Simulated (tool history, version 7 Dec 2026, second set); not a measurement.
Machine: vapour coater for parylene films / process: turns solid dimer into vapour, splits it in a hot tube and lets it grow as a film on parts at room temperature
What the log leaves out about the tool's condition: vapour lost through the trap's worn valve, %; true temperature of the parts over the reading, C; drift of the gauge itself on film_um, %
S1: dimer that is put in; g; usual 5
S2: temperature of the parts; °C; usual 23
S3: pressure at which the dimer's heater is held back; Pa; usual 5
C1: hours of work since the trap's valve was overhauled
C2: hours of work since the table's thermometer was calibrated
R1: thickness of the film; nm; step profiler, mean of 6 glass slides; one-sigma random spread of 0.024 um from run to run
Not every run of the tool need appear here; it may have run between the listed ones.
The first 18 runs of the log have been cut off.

run    hour  S1  S2     S3   C1   C2    R1
 19     827   5  23   7.19   77  792  1630
 20     854   3  23   7.19   88  803  1010
 21   888.5   5  23  10.85  102  818  1530
 22   924.9   4  23   7.02  118  833  1250
 23   965.6   4  23   7.02  135  850  1290
 24  1002.8   4  23   7.02  150  866  1300
 25    1056   3  18   3.28  172  888  1190
     1077.3  -- table's thermometer calibrated
 26  1105.2   3  18   3.28  193   12  1130
 27  1150.2   6  21      5  211   31  2080
 28  1198.4   9  20   3.82  232   51  3210
 29  1234.9   4  32   4.21  247   66  1090
 30  1266.4   8  15      5  260   79  3030
 31  1318.2   8  34      5  282  101  2080
 32  1345.5   5  18   2.04  293  112  2020
 33  1375.5   2  23  11.35  306  125   560
 34  1410.4   8  20   2.56  320  139  2950
 35  1449.2   8  20   2.56  337  156  2980
 36  1508.8   8  20   2.56  361  181  2950
 37    1553   8  20   2.56  380  199  2950
 38  1580.8   8  20   2.56  392  211  2890
 39  1616.3   8  23      5  406  226  2540
 40  1661.6   5  23   2.74  425  244  1710
 41  1716.6   5  23   2.74  448  268  1670
 42  1741.6   5  23   2.74  459  278  1690

Each row is a separate what-if for the run after 42, all from the same tool condition, not one after another. Results?
  A  1792.2   5  15   2.74  480  299   ?
  B  1792.2   9  30   9.85  480  299   ?
  C  1792.2   5  22  10.11  480  299   ?
  D  1792.2   5  23   3.18  480  299   ?

run    R1
  A  1950
  B  2310
  C  1440
  D  1660
Without the tool's unlogged condition, the same runs would have read:
run    R1
  A  2120
  B  2510
  C  1560
  D  1800

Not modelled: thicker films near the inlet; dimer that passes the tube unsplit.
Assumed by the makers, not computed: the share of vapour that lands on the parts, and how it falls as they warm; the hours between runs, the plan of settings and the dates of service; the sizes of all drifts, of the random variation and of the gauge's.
